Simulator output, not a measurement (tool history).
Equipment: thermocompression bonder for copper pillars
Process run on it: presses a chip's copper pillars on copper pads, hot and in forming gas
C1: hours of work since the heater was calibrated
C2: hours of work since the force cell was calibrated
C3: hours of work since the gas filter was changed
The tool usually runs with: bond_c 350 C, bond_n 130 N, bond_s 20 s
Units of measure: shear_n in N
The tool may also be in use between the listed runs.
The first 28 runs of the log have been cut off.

{"run": 29, "hour": 737.5, "bond_c": 359, "bond_n": 151, "bond_s": 35, "C1": 272, "C2": 219, "C3": 100, "shear_n": 69.2}
{"run": 30, "hour": 764.1, "bond_c": 359, "bond_n": 151, "bond_s": 35, "C1": 293, "C2": 240, "C3": 121, "shear_n": 68.7}
{"run": 31, "hour": 782.4, "bond_c": 359, "bond_n": 111, "bond_s": 35, "C1": 307, "C2": 254, "C3": 135, "shear_n": 52.3}
{"run": 32, "hour": 813.5, "bond_c": 340, "bond_n": 149, "bond_s": 29, "C1": 332, "C2": 279, "C3": 160, "shear_n": 57.1}
{"run": 33, "hour": 846.6, "bond_c": 340, "bond_n": 149, "bond_s": 59, "C1": 358, "C2": 305, "C3": 186, "shear_n": 70.5}
{"run": 34, "hour": 861.5, "bond_c": 340, "bond_n": 142, "bond_s": 59, "C1": 369, "C2": 317, "C3": 198, "shear_n": 66.6}
{"run": 35, "hour": 893.6, "bond_c": 340, "bond_n": 142, "bond_s": 59, "C1": 395, "C2": 342, "C3": 223, "shear_n": 67.5}
{"run": 36, "hour": 907.7, "bond_c": 340, "bond_n": 142, "bond_s": 59, "C1": 406, "C2": 353, "C3": 234, "shear_n": 67}
{"run": 37, "hour": 923.2, "bond_c": 340, "bond_n": 142, "bond_s": 59, "C1": 418, "C2": 365, "C3": 246, "shear_n": 67.5}
{"run": 38, "hour": 953.5, "bond_c": 340, "bond_n": 161, "bond_s": 59, "C1": 442, "C2": 389, "C3": 270, "shear_n": 72.6}
{"run": 39, "hour": 983.7, "bond_c": 340, "bond_n": 161, "bond_s": 59, "C1": 466, "C2": 413, "C3": 294, "shear_n": 72.6}

Consider 4 possible next runs. They are alternatives, not a sequence: every one starts from the tool as it was left by run 39. What does each give?
{"run": "A", "hour": 1007.6, "bond_c": 333, "bond_n": 130, "bond_s": 20, "C1": 484, "C2": 432, "C3": 313, "shear_n": "?"}
{"run": "B", "hour": 1007.6, "bond_c": 350, "bond_n": 161, "bond_s": 29, "C1": 484, "C2": 432, "C3": 313, "shear_n": "?"}
{"run": "C", "hour": 1007.6, "bond_c": 350, "bond_n": 82, "bond_s": 20, "C1": 484, "C2": 432, "C3": 313, "shear_n": "?"}
{"run": "D", "hour": 1007.6, "bond_c": 361, "bond_n": 190, "bond_s": 11, "C1": 484, "C2": 432, "C3": 313, "shear_n": "?"}

run=A shear_n=39.8
run=B shear_n=63.5
run=C shear_n=26.7
run=D shear_n=57.3
Had the tool no hidden state, the same runs would have come out as:
run=A shear_n=44.3
run=B shear_n=69
run=C shear_n=30
run=D shear_n=62.6
